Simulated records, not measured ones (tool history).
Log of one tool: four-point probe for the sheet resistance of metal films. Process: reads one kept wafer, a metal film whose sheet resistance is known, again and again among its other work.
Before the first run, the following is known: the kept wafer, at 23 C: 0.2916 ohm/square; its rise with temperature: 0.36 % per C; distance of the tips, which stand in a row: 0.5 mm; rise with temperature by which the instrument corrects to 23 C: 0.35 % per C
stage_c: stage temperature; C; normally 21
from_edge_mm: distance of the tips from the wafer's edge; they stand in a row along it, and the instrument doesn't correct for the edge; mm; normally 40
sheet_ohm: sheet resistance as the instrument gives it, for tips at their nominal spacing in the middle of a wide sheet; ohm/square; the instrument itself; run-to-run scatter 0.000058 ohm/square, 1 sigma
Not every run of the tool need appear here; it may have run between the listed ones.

run 1 day=0.000 | stage_c=21 from_edge_mm=40 | sheet_ohm=0.288372
run 2 day=1.992 | stage_c=21 from_edge_mm=40 | sheet_ohm=0.288231
run 3 day=2.962 | stage_c=21 from_edge_mm=40 | sheet_ohm=0.288317
run 4 day=4.862 | stage_c=21 from_edge_mm=40 | sheet_ohm=0.288185
run 5 day=6.725 | stage_c=21 from_edge_mm=40 | sheet_ohm=0.288176
run 6 day=8.200 | stage_c=35 from_edge_mm=40 | sheet_ohm=0.288545
run 7 day=9.296 | stage_c=35 from_edge_mm=40 | sheet_ohm=0.288438
run 8 day=10.771 | stage_c=21 from_edge_mm=22 | sheet_ohm=0.288080
run 9 day=12.079 | stage_c=30 from_edge_mm=40 | sheet_ohm=0.288226
run 10 day=13.604 | stage_c=21 from_edge_mm=40 | sheet_ohm=0.287981
-- day=14.171 new probe head fitted
run 11 day=15.417 | stage_c=21 from_edge_mm=40 | sheet_ohm=0.290417
run 12 day=16.992 | stage_c=21 from_edge_mm=40 | sheet_ohm=0.290248
run 13 day=18.296 | stage_c=21 from_edge_mm=30 | sheet_ohm=0.290210
run 14 day=20.075 | stage_c=21 from_edge_mm=30 | sheet_ohm=0.290337
run 15 day=21.462 | stage_c=21 from_edge_mm=30 | sheet_ohm=0.290133
run 16 day=23.038 | stage_c=21 from_edge_mm=30 | sheet_ohm=0.290070
run 17 day=24.317 | stage_c=21 from_edge_mm=30 | sheet_ohm=0.290042
run 18 day=25.883 | stage_c=21 from_edge_mm=30 | sheet_ohm=0.290082
run 19 day=27.679 | stage_c=21 from_edge_mm=11 | sheet_ohm=0.290358
run 20 day=28.575 | stage_c=21 from_edge_mm=11 | sheet_ohm=0.290306
run 21 day=29.583 | stage_c=21 from_edge_mm=11 | sheet_ohm=0.290315
run 22 day=30.792 | stage_c=32 from_edge_mm=40 | sheet_ohm=0.290207
run 23 day=31.788 | stage_c=32 from_edge_mm=40 | sheet_ohm=0.290288
run 24 day=33.050 | stage_c=31 from_edge_mm=20 | sheet_ohm=0.290309
run 25 day=34.825 | stage_c=31 from_edge_mm=20 | sheet_ohm=0.290244
run 26 day=36.121 | stage_c=31 from_edge_mm=20 | sheet_ohm=0.290117
run 27 day=37.062 | stage_c=33 from_edge_mm=26 | sheet_ohm=0.290158
run 28 day=37.979 | stage_c=21 from_edge_mm=6 | sheet_ohm=0.290728
run 29 day=39.058 | stage_c=21 from_edge_mm=6 | sheet_ohm=0.290760
run 30 day=40.333 | stage_c=28 from_edge_mm=14 | sheet_ohm=0.290091
run 31 day=41.750 | stage_c=28 from_edge_mm=12 | sheet_ohm=0.290139
run 32 day=43.608 | stage_c=31 from_edge_mm=6 | sheet_ohm=0.290906
run 33 day=44.525 | stage_c=31 from_edge_mm=6 | sheet_ohm=0.290888
run 34 day=46.300 | stage_c=31 from_edge_mm=6 | sheet_ohm=0.290937
run 35 day=47.579 | stage_c=33 from_edge_mm=29 | sheet_ohm=0.289865
run 36 day=48.850 | stage_c=22 from_edge_mm=5 | sheet_ohm=0.291040
run 37 day=50.046 | stage_c=22 from_edge_mm=5 | sheet_ohm=0.291040
run 38 day=51.242 | stage_c=22 from_edge_mm=58 | sheet_ohm=0.289426
run 39 day=52.412 | stage_c=25 from_edge_mm=14 | sheet_ohm=0.289616
run 40 day=54.325 | stage_c=24 from_edge_mm=8 | sheet_ohm=0.290001
run 41 day=55.362 | stage_c=24 from_edge_mm=8 | sheet_ohm=0.290045
run 42 day=56.483 | stage_c=24 from_edge_mm=7 | sheet_ohm=0.290118
run 43 day=57.571 | stage_c=20 from_edge_mm=4 | sheet_ohm=0.291661
run 44 day=58.458 | stage_c=27 from_edge_mm=31 | sheet_ohm=0.289467
run 45 day=60.408 | stage_c=20 from_edge_mm=30 | sheet_ohm=0.289103

Forecast each of these 4 alternatives for the next run:
run A day=62.212 | stage_c=26 from_edge_mm=6 | sheet_ohm=?
run B day=62.212 | stage_c=23 from_edge_mm=5 | sheet_ohm=?
run C day=62.212 | stage_c=33 from_edge_mm=4 | sheet_ohm=?
run D day=62.212 | stage_c=20 from_edge_mm=55 | sheet_ohm=?

run=A sheet_ohm=0.290459
run=B sheet_ohm=0.290676
run=C sheet_ohm=0.291993
run=D sheet_ohm=0.289162
Without the tool's hidden state the same runs would have given:
run=A sheet_ohm=0.292875
run=B sheet_ohm=0.293088
run=C sheet_ohm=0.294434
run=D sheet_ohm=0.291557

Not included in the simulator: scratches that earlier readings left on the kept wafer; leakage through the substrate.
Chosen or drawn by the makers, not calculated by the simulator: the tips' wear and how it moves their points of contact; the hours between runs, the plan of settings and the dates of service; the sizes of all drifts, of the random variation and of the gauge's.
